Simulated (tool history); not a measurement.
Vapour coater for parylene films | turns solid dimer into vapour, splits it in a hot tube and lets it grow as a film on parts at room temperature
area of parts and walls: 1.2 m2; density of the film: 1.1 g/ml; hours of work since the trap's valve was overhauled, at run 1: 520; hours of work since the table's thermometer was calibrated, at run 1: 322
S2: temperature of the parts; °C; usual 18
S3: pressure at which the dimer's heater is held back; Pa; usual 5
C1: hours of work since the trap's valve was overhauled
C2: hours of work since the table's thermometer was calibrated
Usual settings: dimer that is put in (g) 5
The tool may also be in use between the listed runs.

run 1 hour=0 | dimer_that_is_put_in_(g)=5 S2=18 S3=5 | C1=520 C2=322 | thickness_of_the_film_(um)=2.68
run 2 hour=44.3 | dimer_that_is_put_in_(g)=5 S2=18 S3=5 | C1=555 C2=356 | thickness_of_the_film_(um)=2.67
-- hour=83.9 trap's valve overhauled
run 3 hour=88 | dimer_that_is_put_in_(g)=5 S2=18 S3=5 | C1=3 C2=387 | thickness_of_the_film_(um)=3
run 4 hour=130.2 | dimer_that_is_put_in_(g)=5 S2=18 S3=5 | C1=36 C2=420 | thickness_of_the_film_(um)=2.95
run 5 hour=182.6 | dimer_that_is_put_in_(g)=5 S2=18 S3=5 | C1=77 C2=461 | thickness_of_the_film_(um)=2.9
run 6 hour=218.8 | dimer_that_is_put_in_(g)=5 S2=18 S3=5 | C1=105 C2=489 | thickness_of_the_film_(um)=2.92
run 7 hour=258.9 | dimer_that_is_put_in_(g)=5 S2=18 S3=5 | C1=137 C2=521 | thickness_of_the_film_(um)=2.93
run 8 hour=302.6 | dimer_that_is_put_in_(g)=5 S2=18 S3=5 | C1=171 C2=555 | thickness_of_the_film_(um)=2.89
run 9 hour=330.7 | dimer_that_is_put_in_(g)=5 S2=18 S3=6.63 | C1=193 C2=577 | thickness_of_the_film_(um)=2.84
run 10 hour=355.6 | dimer_that_is_put_in_(g)=5 S2=18 S3=5 | C1=212 C2=596 | thickness_of_the_film_(um)=2.9
run 11 hour=382.7 | dimer_that_is_put_in_(g)=2 S2=18 S3=5 | C1=234 C2=618 | thickness_of_the_film_(um)=1.14
run 12 hour=417.4 | dimer_that_is_put_in_(g)=2 S2=18 S3=5 | C1=261 C2=645 | thickness_of_the_film_(um)=1.14
run 13 hour=460.4 | dimer_that_is_put_in_(g)=2 S2=18 S3=5 | C1=294 C2=678 | thickness_of_the_film_(um)=1.12
run 14 hour=514.6 | dimer_that_is_put_in_(g)=2 S2=18 S3=5 | C1=337 C2=721 | thickness_of_the_film_(um)=1.07
run 15 hour=552.6 | dimer_that_is_put_in_(g)=2 S2=18 S3=5 | C1=366 C2=750 | thickness_of_the_film_(um)=1.1
run 16 hour=576.9 | dimer_that_is_put_in_(g)=2 S2=18 S3=5 | C1=385 C2=769 | thickness_of_the_film_(um)=1.14
run 17 hour=612.2 | dimer_that_is_put_in_(g)=5 S2=23 S3=5 | C1=413 C2=797 | thickness_of_the_film_(um)=2.14
run 18 hour=652.2 | dimer_that_is_put_in_(g)=5 S2=18 S3=5 | C1=444 C2=828 | thickness_of_the_film_(um)=2.75
run 19 hour=683 | dimer_that_is_put_in_(g)=5 S2=18 S3=5 | C1=468 C2=852 | thickness_of_the_film_(um)=2.75
run 20 hour=716.8 | dimer_that_is_put_in_(g)=5 S2=24 S3=5 | C1=495 C2=879 | thickness_of_the_film_(um)=2.03
run 21 hour=751.5 | dimer_that_is_put_in_(g)=5 S2=18 S3=5 | C1=522 C2=906 | thickness_of_the_film_(um)=2.71
run 22 hour=782.9 | dimer_that_is_put_in_(g)=2 S2=14 S3=7.98 | C1=546 C2=930 | thickness_of_the_film_(um)=1.23
run 23 hour=812.7 | dimer_that_is_put_in_(g)=5 S2=14 S3=10.74 | C1=570 C2=954 | thickness_of_the_film_(um)=2.99
-- hour=835.4 trap's valve overhauled
run 24 hour=848.7 | dimer_that_is_put_in_(g)=4 S2=18 S3=2.94 | C1=10 C2=979 | thickness_of_the_film_(um)=2.36
run 25 hour=895.8 | dimer_that_is_put_in_(g)=4 S2=18 S3=5.42 | C1=47 C2=1015 | thickness_of_the_film_(um)=2.32
run 26 hour=939.4 | dimer_that_is_put_in_(g)=4 S2=18 S3=5.42 | C1=81 C2=1050 | thickness_of_the_film_(um)=2.27
run 27 hour=965.5 | dimer_that_is_put_in_(g)=4 S2=18 S3=5.42 | C1=102 C2=1070 | thickness_of_the_film_(um)=2.28
run 28 hour=1016.1 | dimer_that_is_put_in_(g)=4 S2=18 S3=5.42 | C1=141 C2=1110 | thickness_of_the_film_(um)=2.24
run 29 hour=1053 | dimer_that_is_put_in_(g)=8 S2=18 S3=5 | C1=170 C2=1138 | thickness_of_the_film_(um)=4.53
run 30 hour=1103 | dimer_that_is_put_in_(g)=2 S2=18 S3=9.93 | C1=209 C2=1177 | thickness_of_the_film_(um)=1.08
run 31 hour=1159.1 | dimer_that_is_put_in_(g)=7 S2=11 S3=2.91 | C1=253 C2=1221 | thickness_of_the_film_(um)=5.02
run 32 hour=1197 | dimer_that_is_put_in_(g)=3 S2=18 S3=4.16 | C1=283 C2=1251 | thickness_of_the_film_(um)=1.69
run 33 hour=1254.6 | dimer_that_is_put_in_(g)=5 S2=17 S3=11.31 | C1=328 C2=1296 | thickness_of_the_film_(um)=2.66
run 34 hour=1305.8 | dimer_that_is_put_in_(g)=5 S2=18 S3=7.62 | C1=368 C2=1336 | thickness_of_the_film_(um)=2.65
run 35 hour=1339.8 | dimer_that_is_put_in_(g)=2 S2=18 S3=3.01 | C1=394 C2=1363 | thickness_of_the_film_(um)=1.09
run 36 hour=1370.1 | dimer_that_is_put_in_(g)=2 S2=18 S3=3.01 | C1=418 C2=1386 | thickness_of_the_film_(um)=1.13
-- hour=1376.5 table's thermometer calibrated
run 37 hour=1424.9 | dimer_that_is_put_in_(g)=2 S2=18 S3=4.31 | C1=460 C2=38 | thickness_of_the_film_(um)=1.12
run 38 hour=1473.9 | dimer_that_is_put_in_(g)=2 S2=18 S3=4.92 | C1=498 C2=76 | thickness_of_the_film_(um)=1.12
run 39 hour=1500.9 | dimer_that_is_put_in_(g)=5 S2=20 S3=5 | C1=519 C2=97 | thickness_of_the_film_(um)=2.49
run 40 hour=1540.1 | dimer_that_is_put_in_(g)=6 S2=21 S3=2.79 | C1=550 C2=128 | thickness_of_the_film_(um)=3.01

How the hidden state differs across the entries between the runs, from the last listed run before each to the first after it:
Between runs 2 and 3: trap's valve overhauled (hour 83.9)
  vapour lost through the trap's worn valve, %: 9.1 -> 0.1; true temperature of the parts over the reading, C: 0.08 -> 0.09
  measured less the result without the state, thickness of the film (um): -0.28 -> -0.01
Between runs 23 and 24: trap's valve overhauled (hour 835.4)
  vapour lost through the trap's worn valve, %: 8.7 -> 0.3; true temperature of the parts over the reading, C: 0.43 -> 0.45
  measured less the result without the state, thickness of the film (um): -0.35 -> -0.05
Between runs 36 and 37: table's thermometer calibrated (hour 1376.5)
  vapour lost through the trap's worn valve, %: 6.5 -> 7.2; true temperature of the parts over the reading, C: 0.69 -> -0.08
  measured less the result without the state, thickness of the film (um): -0.11 -> -0.08
